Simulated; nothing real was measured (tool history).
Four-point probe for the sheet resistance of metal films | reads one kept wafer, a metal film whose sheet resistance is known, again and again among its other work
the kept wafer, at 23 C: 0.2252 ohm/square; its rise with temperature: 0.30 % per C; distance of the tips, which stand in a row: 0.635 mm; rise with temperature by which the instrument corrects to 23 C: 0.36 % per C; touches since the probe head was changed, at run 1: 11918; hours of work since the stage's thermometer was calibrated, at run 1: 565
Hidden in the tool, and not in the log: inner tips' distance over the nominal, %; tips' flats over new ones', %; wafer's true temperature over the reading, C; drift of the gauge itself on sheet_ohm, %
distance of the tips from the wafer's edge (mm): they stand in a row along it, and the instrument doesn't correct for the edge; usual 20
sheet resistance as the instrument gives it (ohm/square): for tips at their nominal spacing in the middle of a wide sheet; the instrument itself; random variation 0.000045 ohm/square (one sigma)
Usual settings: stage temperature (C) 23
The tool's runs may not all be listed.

run	hour	stage temperature (C)	distance of the tips from the wafer's edge (mm)	touches since the probe head was changed	hours of work since the stage's thermometer was calibrated	sheet resistance as the instrument gives it (ohm/square)
1	0.0	23	20	11918	565	0.225918
2	28.9	23	20	12459	583	0.225884
3	52.9	32	20	12906	597	0.224661
4	70.6	32	20	13237	608	0.224577
5	91.2	32	20	13622	620	0.224733
6	120.2	25	20	14163	637	0.225674
7	137.8	23	12	14493	648	0.226083
8	153.8	23	12	14792	658	0.226126
9	180.7	23	20	15295	674	0.226027
10	208.1	23	20	15807	690	0.225982
11	230.1	23	20	16219	704	0.225962
12	249.6	23	20	16582	715	0.225925
13	269.6	23	20	16957	727	0.225964
14	290.7	23	20	17350	740	0.225978
15	311.2	23	20	17733	752	0.225935
16	333.7	23	20	18154	766	0.226043
17	364.5	18	20	18729	785	0.226637
18	377.7	18	20	18975	792	0.226696
19	400.2	23	20	19396	806	0.225974
20	417.3	22	20	19716	816	0.226097
21	447.3	22	20	20276	834	0.226109
22	476.9	23	20	20829	852	0.225918
23	501.3	23	20	21285	867	0.225984
24	522.5	25	27	21681	880	0.225672
25	552.6	25	27	22244	898	0.225714
26	565.4	25	27	22484	905	0.225700
27	578.8	25	27	22733	913	0.225647
28	609.9	25	27	23315	932	0.225625
29	639.9	19	20	23874	950	0.226542
30	669.2	22	13	24422	968	0.226326
31	686.1	23	15	24738	978	0.226130
32	701.1	31	32	25019	987	0.224888
33	715.0	23	30	25278	995	0.225960
34	739.5	34	13	25737	1010	0.224717
35	766.4	19	9	26240	1026	0.227088
36	787.0	22	63	26624	1039	0.226072
37	809.0	23	22	27036	1052	0.226091
38	825.9	18	46	27351	1062	0.226688
39	846.0	26	15	27726	1074	0.225767
40	860.3	24	11	27994	1083	0.226216
41	885.2	29	20	28459	1098	0.225325
42	912.0	29	20	28960	1114	0.225344
43	930.4	29	20	29304	1125	0.225303
44	960.5	35	4	29865	1143	0.227390

3 ways to go on from here, each from the tool as it stands after run 44. What would each give?
A	975.1	34	24	30139	1152	?
B	975.1	35	10	30139	1152	?
C	975.1	35	29	30139	1152	?

run	sheet resistance as the instrument gives it (ohm/square)
A	0.224639
B	0.224898
C	0.224637
Without the tool's hidden state the same runs would have given:
run	sheet resistance as the instrument gives it (ohm/square)
A	0.223847
B	0.224105
C	0.223845
